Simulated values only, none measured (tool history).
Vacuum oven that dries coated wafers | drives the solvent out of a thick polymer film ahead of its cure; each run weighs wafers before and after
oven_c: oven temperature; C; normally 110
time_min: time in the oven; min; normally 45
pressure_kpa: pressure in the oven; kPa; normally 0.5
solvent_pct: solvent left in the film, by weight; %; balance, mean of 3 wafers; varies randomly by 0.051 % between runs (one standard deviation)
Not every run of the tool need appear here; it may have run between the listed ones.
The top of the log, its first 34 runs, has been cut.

run   hour  oven_c  time_min  pressure_kpa  solvent_pct
 35    300     109        22         0.842         4.56
 36  311.4     118        57         1.172         0.76
 37  321.1     112        57         1.623         1.35
 38  327.7     112        57         1.623         1.22
 39  339.8     112        57         1.623         1.31
 40  348.5     111        63         1.554         1.23
 41  358.2     106        79         1.554         1.43
 42  368.2     110        63          1.12         0.98
 43  375.8     103        63          1.12         1.73
 44  382.3     110        57         1.871         1.58
 45  394.8     110        63           0.5         0.58
 46  402.4     108        63         1.275         1.34

Each row is a separate what-if for the run after 46, all from the same tool condition, not one after another. Results?
  A  407.7     110        66         0.274            ?
  B  407.7     108        63          0.44            ?
  C  407.7     109        45         0.565            ?
  D  407.7     116        63         1.275            ?

run  solvent_pct
  A         0.41
  B          0.6
  C          1.2
  D         0.77
What these runs would have given with no unlogged condition in the tool:
run  solvent_pct
  A         0.33
  B         0.51
  C         1.12
  D         0.71

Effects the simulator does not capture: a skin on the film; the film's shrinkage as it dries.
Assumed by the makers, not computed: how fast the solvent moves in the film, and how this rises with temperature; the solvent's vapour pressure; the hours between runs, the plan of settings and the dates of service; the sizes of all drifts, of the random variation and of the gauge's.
